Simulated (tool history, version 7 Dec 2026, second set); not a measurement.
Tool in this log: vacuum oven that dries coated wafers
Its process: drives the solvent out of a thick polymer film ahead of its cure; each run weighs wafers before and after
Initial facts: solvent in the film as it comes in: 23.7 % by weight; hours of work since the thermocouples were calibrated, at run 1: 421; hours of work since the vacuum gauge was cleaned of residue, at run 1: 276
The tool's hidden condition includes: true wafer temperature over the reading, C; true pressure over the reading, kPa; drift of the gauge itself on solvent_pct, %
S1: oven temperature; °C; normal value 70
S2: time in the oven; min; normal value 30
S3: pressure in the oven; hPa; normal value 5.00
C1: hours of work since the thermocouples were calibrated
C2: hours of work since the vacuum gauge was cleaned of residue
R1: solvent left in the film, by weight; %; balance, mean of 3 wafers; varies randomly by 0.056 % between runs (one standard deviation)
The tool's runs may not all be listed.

{"run": 1, "hour": 0.0, "S1": 70, "S2": 30, "S3": 5.0, "C1": 421, "C2": 276, "R1": 2.5}
{"run": 2, "hour": 69.7, "S1": 70, "S2": 30, "S3": 2.95, "C1": 451, "C2": 306, "R1": 2.07}
{"run": 3, "hour": 181.8, "S1": 70, "S2": 30, "S3": 5.0, "C1": 500, "C2": 355, "R1": 2.45}
{"run": 4, "hour": 276.1, "S1": 70, "S2": 30, "S3": 5.0, "C1": 541, "C2": 396, "R1": 2.5}
{"run": 5, "hour": 344.3, "S1": 70, "S2": 30, "S3": 3.61, "C1": 571, "C2": 426, "R1": 2.21}
{"run": 6, "hour": 457.1, "S1": 70, "S2": 30, "S3": 3.61, "C1": 620, "C2": 475, "R1": 2.21}
{"run": 7, "hour": 512.8, "S1": 70, "S2": 30, "S3": 17.68, "C1": 644, "C2": 499, "R1": 4.65}
{"run": 8, "hour": 581.9, "S1": 70, "S2": 30, "S3": 17.68, "C1": 674, "C2": 529, "R1": 4.69}
{"run": 9, "hour": 690.3, "S1": 70, "S2": 30, "S3": 3.0, "C1": 721, "C2": 576, "R1": 2.2}
{"run": 10, "hour": 806.0, "S1": 70, "S2": 30, "S3": 3.29, "C1": 772, "C2": 627, "R1": 2.28}
{"run": 11, "hour": 885.6, "S1": 70, "S2": 30, "S3": 3.29, "C1": 806, "C2": 661, "R1": 2.21}
{"run": 12, "hour": 962.7, "S1": 70, "S2": 37, "S3": 5.0, "C1": 840, "C2": 695, "R1": 1.88}
{"run": 13, "hour": 1062.2, "S1": 70, "S2": 37, "S3": 5.0, "C1": 883, "C2": 738, "R1": 1.81}
{"run": 14, "hour": 1146.6, "S1": 70, "S2": 37, "S3": 5.0, "C1": 920, "C2": 775, "R1": 1.92}
{"run": 15, "hour": 1218.6, "S1": 78, "S2": 40, "S3": 5.0, "C1": 951, "C2": 806, "R1": 0.81}
{"run": 16, "hour": 1281.8, "S1": 85, "S2": 40, "S3": 10.46, "C1": 979, "C2": 834, "R1": 1.08}
{"run": 17, "hour": 1356.3, "S1": 61, "S2": 54, "S3": 7.62, "C1": 1011, "C2": 866, "R1": 3.6}
{"run": 18, "hour": 1408.8, "S1": 61, "S2": 19, "S3": 4.43, "C1": 1034, "C2": 889, "R1": 8.79}
{"run": 19, "hour": 1491.5, "S1": 57, "S2": 30, "S3": 10.99, "C1": 1070, "C2": 925, "R1": 9.41}
{"hour": 1513.7, "done": "oven's thermocouples calibrated"}
{"run": 20, "hour": 1606.8, "S1": 70, "S2": 37, "S3": 5.0, "C1": 41, "C2": 974, "R1": 1.84}
{"run": 21, "hour": 1687.3, "S1": 71, "S2": 45, "S3": 5.9, "C1": 76, "C2": 1009, "R1": 1.39}

Run 22 has not been measured yet. What should we expect?
{"run": 22, "hour": 1766.5, "S1": 77, "S2": 31, "S3": 15.77, "C1": 110, "C2": 1044, "R1": "?"}

Run 22 came out at R1 2.60 %.
Without the tool's hidden state the same run would have given R1 2.59 %.

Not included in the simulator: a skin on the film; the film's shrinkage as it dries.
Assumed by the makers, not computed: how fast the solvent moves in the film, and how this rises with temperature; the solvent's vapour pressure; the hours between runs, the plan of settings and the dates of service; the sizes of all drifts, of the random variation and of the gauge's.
